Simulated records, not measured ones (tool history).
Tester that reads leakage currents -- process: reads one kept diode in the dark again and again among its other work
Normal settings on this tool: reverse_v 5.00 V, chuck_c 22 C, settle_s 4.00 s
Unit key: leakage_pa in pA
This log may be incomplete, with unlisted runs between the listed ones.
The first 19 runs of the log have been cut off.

run	day	reverse_v	chuck_c	settle_s	hours of work since the probe card was cleaned	hours of work since the tester was calibrated	hours of work since the chuck was calibrated	leakage_pa
# day 95.829: chuck's temperature calibrated
20	97.300	5.00	22	4.00	792	4058	20	148.52
21	104.100	2.66	23	4.04	886	4152	114	126.60
22	107.558	1.12	24	9.08	934	4200	162	99.06
23	113.833	9.23	42	0.62	1020	4286	248	796.91
24	120.517	9.23	42	0.62	1112	4378	340	794.92
25	126.133	9.23	42	0.62	1190	4456	418	792.98
26	132.183	9.23	42	0.62	1273	4539	501	797.79
27	138.729	16.96	43	8.63	1364	4629	591	1063.56
28	141.929	16.96	43	8.63	1408	4674	636	1063.63
29	148.771	16.96	43	0.69	1502	4768	730	1060.96
30	151.738	2.87	50	0.69	1543	4809	771	870.38
31	156.688	2.87	50	0.69	1611	4877	839	874.14
32	162.442	5.00	28	1.83	1690	4956	918	233.04
33	168.021	5.00	28	1.83	1767	5033	995	233.82
34	172.333	10.86	40	1.83	1827	5093	1055	735.39
35	177.450	10.86	40	1.83	1897	5163	1125	739.21
36	184.088	5.00	22	3.45	1989	5255	1217	149.26
# day 185.979: tester calibrated
37	187.475	2.08	39	9.49	2034	21	1262	369.24
38	191.696	5.00	26	0.66	2093	79	1321	202.07
39	196.162	5.00	22	0.33	2154	140	1382	150.30

Alternative continuations, all from the tool just after run 39; predict every row:
A	200.979	5.00	22	0.43	2221	207	1449	?
B	200.979	14.90	22	4.00	2221	207	1449	?
C	200.979	5.00	39	0.57	2221	207	1449	?
D	200.979	1.51	38	0.33	2221	207	1449	?

run	leakage_pa
A	149.49
B	222.17
C	515.94
D	307.26
Without the tool's unlogged condition, the same runs would have read:
run	leakage_pa
A	149.63
B	222.15
C	516.68
D	307.75
